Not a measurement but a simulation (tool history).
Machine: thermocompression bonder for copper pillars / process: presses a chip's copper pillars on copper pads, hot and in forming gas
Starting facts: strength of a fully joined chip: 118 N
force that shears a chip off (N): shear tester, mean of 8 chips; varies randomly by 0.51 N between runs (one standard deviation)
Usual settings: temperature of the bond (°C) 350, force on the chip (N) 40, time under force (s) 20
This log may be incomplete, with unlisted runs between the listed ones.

run	day	temperature of the bond (°C)	force on the chip (N)	time under force (s)	force that shears a chip off (N)
1	0.000	350	40	20	83.3
2	1.058	350	40	20	84.4
3	1.996	350	40	20	83.6
4	2.854	350	40	20	83.0
5	3.892	374	40	20	96.8
6	4.642	374	40	20	98.0
7	5.400	374	40	20	97.0
8	5.896	374	40	20	96.5
9	6.396	372	40	20	96.1
10	6.967	372	40	20	95.3
11	7.462	350	42	20	84.5
12	8.492	350	42	20	85.4
13	9.279	350	40	20	83.3
14	10.296	350	40	20	83.4
15	10.933	350	40	12	72.9
16	11.400	374	43	13	92.0
17	12.017	374	43	13	91.2
18	13.062	350	42	56	104.4
19	13.725	351	55	18	96.3
20	14.346	351	55	18	94.8
21	15.112	351	55	18	96.2
22	16.154	379	26	19	79.8
23	17.158	350	51	11	81.5
24	17.917	350	51	11	82.1
25	18.433	350	51	11	82.2
26	19.129	373	40	35	105.0
27	20.121	350	40	21	85.1
28	20.979	343	40	24	83.0
29	21.529	365	40	11	79.4

Below are 5 alternative next runs, each starting from the tool's condition after run 29. Predict each:
A	22.508	365	40	44	?
B	22.508	329	40	20	?
C	22.508	350	40	13	?
D	22.508	350	26	38	?
E	22.508	350	40	20	?

run	force that shears a chip off (N)
A	106.0
B	70.0
C	74.0
D	77.4
E	84.2
With no hidden state in the tool, these same runs would have given:
run	force that shears a chip off (N)
A	106.2
B	70.0
C	74.0
D	77.4
E	84.2
